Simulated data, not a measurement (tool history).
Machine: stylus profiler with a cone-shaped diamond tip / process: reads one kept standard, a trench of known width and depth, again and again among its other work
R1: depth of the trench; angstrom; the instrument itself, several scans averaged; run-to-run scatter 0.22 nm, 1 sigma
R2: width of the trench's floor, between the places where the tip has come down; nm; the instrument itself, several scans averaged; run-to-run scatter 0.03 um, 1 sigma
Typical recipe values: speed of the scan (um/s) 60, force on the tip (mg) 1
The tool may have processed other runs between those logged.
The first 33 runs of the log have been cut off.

run 34 day=33.883 | speed_of_the_scan_(um/s)=234 force_on_the_tip_(mg)=1.04 | R1=10027.1 R2=25020
run 35 day=34.462 | speed_of_the_scan_(um/s)=46 force_on_the_tip_(mg)=2.88 | R1=10066.4 R2=25830
run 36 day=35.229 | speed_of_the_scan_(um/s)=46 force_on_the_tip_(mg)=2.88 | R1=10066.7 R2=25820
run 37 day=36.421 | speed_of_the_scan_(um/s)=47 force_on_the_tip_(mg)=2.49 | R1=10058.8 R2=25750
run 38 day=37.738 | speed_of_the_scan_(um/s)=29 force_on_the_tip_(mg)=0.45 | R1=10009.3 R2=25680
run 39 day=38.512 | speed_of_the_scan_(um/s)=73 force_on_the_tip_(mg)=2.86 | R1=10063.3 R2=25680
run 40 day=39.646 | speed_of_the_scan_(um/s)=27 force_on_the_tip_(mg)=1.07 | R1=10026.7 R2=25750
run 41 day=40.446 | speed_of_the_scan_(um/s)=27 force_on_the_tip_(mg)=0.38 | R1=10003.8 R2=25740
run 42 day=41.704 | speed_of_the_scan_(um/s)=27 force_on_the_tip_(mg)=1.3 | R1=10028.5 R2=25770
run 43 day=42.325 | speed_of_the_scan_(um/s)=33 force_on_the_tip_(mg)=1.95 | R1=10042.8 R2=25790
run 44 day=43.483 | speed_of_the_scan_(um/s)=169 force_on_the_tip_(mg)=0.57 | R1=10008.3 R2=24940
run 45 day=44.404 | speed_of_the_scan_(um/s)=56 force_on_the_tip_(mg)=1.23 | R1=10025.9 R2=25660

4 ways to go on from here, each from the tool as it stands after run 45. What would each give?
run A day=45.35 | speed_of_the_scan_(um/s)=41 force_on_the_tip_(mg)=2.17 | R1=? R2=?
run B day=45.35 | speed_of_the_scan_(um/s)=47 force_on_the_tip_(mg)=0.74 | R1=? R2=?
run C day=45.35 | speed_of_the_scan_(um/s)=20 force_on_the_tip_(mg)=0.35 | R1=? R2=?
run D day=45.35 | speed_of_the_scan_(um/s)=154 force_on_the_tip_(mg)=0.52 | R1=? R2=?

run=A R1=10044 R2=25710
run=B R1=10011.4 R2=25660
run=C R1=10002.5 R2=25680
run=D R1=10003.9 R2=25020
Stripped of hidden state, with their random variation kept, the same runs would have yielded:
run=A R1=10064.3 R2=26400
run=B R1=10031.6 R2=26360
run=C R1=10022.7 R2=26380
run=D R1=10024.1 R2=25720

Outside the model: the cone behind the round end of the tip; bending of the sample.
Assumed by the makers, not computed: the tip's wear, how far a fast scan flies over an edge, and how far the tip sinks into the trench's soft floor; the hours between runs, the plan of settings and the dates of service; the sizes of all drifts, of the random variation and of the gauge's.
